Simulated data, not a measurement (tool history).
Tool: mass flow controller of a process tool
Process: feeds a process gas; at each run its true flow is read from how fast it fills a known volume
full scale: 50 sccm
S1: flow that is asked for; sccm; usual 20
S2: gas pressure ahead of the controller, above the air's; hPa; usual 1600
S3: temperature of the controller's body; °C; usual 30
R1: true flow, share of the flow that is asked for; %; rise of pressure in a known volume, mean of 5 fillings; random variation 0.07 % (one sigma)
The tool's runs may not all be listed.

| run | day | S1 | S2 | S3 | R1 |
|---|---|---|---|---|---|
| 1 | 0 | 20 | 1600 | 30 | 97.94 |
| 2 | 3.833 | 20 | 1600 | 30 | 97.58 |
| 3 | 7.95 | 20 | 1680 | 30 | 97.56 |
| 4 | 11.542 | 20 | 1680 | 32 | 97.02 |
| 5 | 15.462 | 20 | 1680 | 32 | 96.96 |
| 6 | 19.858 | 20 | 1680 | 32 | 96.94 |
| 7 | 22.396 | 20 | 1680 | 32 | 96.67 |
| 8 | 24.783 | 20 | 1680 | 32 | 96.72 |

Forecast run 9:
| 9 | 28.225 | 20 | 2600 | 30 | ? |

R1: 96.49 %
Without the tool's hidden state the same run would have given R1 97.48 %.
